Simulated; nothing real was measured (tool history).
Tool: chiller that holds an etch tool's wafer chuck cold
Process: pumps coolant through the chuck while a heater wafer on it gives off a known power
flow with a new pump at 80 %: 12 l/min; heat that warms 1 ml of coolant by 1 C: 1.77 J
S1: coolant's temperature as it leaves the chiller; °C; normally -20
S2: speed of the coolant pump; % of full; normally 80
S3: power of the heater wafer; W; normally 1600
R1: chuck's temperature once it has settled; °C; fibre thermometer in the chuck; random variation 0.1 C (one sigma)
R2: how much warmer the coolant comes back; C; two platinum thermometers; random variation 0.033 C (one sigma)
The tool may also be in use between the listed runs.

{"run": 1, "hour": 0.0, "S1": -20, "S2": 80, "S3": 1600, "R1": -6.8, "R2": 4.68}
{"run": 2, "hour": 123.6, "S1": -22, "S2": 80, "S3": 1600, "R1": -8.8, "R2": 4.72}
{"run": 3, "hour": 206.3, "S1": -22, "S2": 80, "S3": 1149, "R1": -12.4, "R2": 3.41}
{"run": 4, "hour": 304.5, "S1": -20, "S2": 80, "S3": 1815, "R1": -4.7, "R2": 5.28}
{"run": 5, "hour": 358.4, "S1": -20, "S2": 80, "S3": 1815, "R1": -4.9, "R2": 5.32}
{"run": 6, "hour": 429.8, "S1": -20, "S2": 80, "S3": 1815, "R1": -4.8, "R2": 5.33}
{"run": 7, "hour": 554.4, "S1": -20, "S2": 80, "S3": 1815, "R1": -4.7, "R2": 5.31}
{"run": 8, "hour": 648.0, "S1": -20, "S2": 80, "S3": 2313, "R1": -0.6, "R2": 6.79}
{"run": 9, "hour": 698.6, "S1": -20, "S2": 80, "S3": 2313, "R1": -0.6, "R2": 6.8}
{"run": 10, "hour": 761.8, "S1": -20, "S2": 80, "S3": 2313, "R1": -0.5, "R2": 6.84}
{"run": 11, "hour": 856.8, "S1": -20, "S2": 80, "S3": 2313, "R1": -0.6, "R2": 6.79}
{"run": 12, "hour": 932.9, "S1": -20, "S2": 80, "S3": 2313, "R1": -0.2, "R2": 6.79}
{"run": 13, "hour": 986.2, "S1": -20, "S2": 89, "S3": 1420, "R1": -9.0, "R2": 3.73}
{"run": 14, "hour": 1098.1, "S1": -25, "S2": 90, "S3": 1179, "R1": -16.0, "R2": 3.04}
{"run": 15, "hour": 1185.6, "S1": -22, "S2": 95, "S3": 1891, "R1": -8.0, "R2": 4.65}
{"run": 16, "hour": 1257.6, "S1": -20, "S2": 94, "S3": 1600, "R1": -7.9, "R2": 3.97}
{"hour": 1292.2, "done": "coolant changed, channels flushed"}
{"run": 17, "hour": 1358.0, "S1": -25, "S2": 87, "S3": 2189, "R1": -9.5, "R2": 5.91}
{"run": 18, "hour": 1428.9, "S1": -19, "S2": 90, "S3": 924, "R1": -12.8, "R2": 2.42}
{"run": 19, "hour": 1528.5, "S1": -19, "S2": 90, "S3": 924, "R1": -12.8, "R2": 2.4}
{"run": 20, "hour": 1588.5, "S1": -20, "S2": 80, "S3": 888, "R1": -13.3, "R2": 2.62}
{"run": 21, "hour": 1647.6, "S1": -20, "S2": 62, "S3": 1460, "R1": -6.2, "R2": 5.81}
{"run": 22, "hour": 1734.9, "S1": -20, "S2": 62, "S3": 1460, "R1": -6.0, "R2": 5.79}
{"run": 23, "hour": 1809.6, "S1": -13, "S2": 67, "S3": 1391, "R1": -0.8, "R2": 5.06}
{"run": 24, "hour": 1895.1, "S1": -13, "S2": 67, "S3": 1391, "R1": -0.9, "R2": 5.08}

Alternative continuations, all from the tool just after run 24; predict every row:
{"run": "A", "hour": 2015.7, "S1": -29, "S2": 80, "S3": 1099, "R1": "?", "R2": "?"}
{"run": "B", "hour": 2015.7, "S1": -21, "S2": 96, "S3": 919, "R1": "?", "R2": "?"}
{"run": "C", "hour": 2015.7, "S1": -13, "S2": 67, "S3": 968, "R1": "?", "R2": "?"}
{"run": "D", "hour": 2015.7, "S1": -18, "S2": 66, "S3": 1700, "R1": "?", "R2": "?"}

run=A R1=-20.7 R2=3.26
run=B R1=-15.1 R2=2.20
run=C R1=-4.7 R2=3.58
run=D R1=-2.8 R2=6.29
Without the tool's hidden state the same runs would have given:
run=A R1=-20.8 R2=3.09
run=B R1=-15.1 R2=2.08
run=C R1=-4.8 R2=3.40
run=D R1=-3.2 R2=5.97
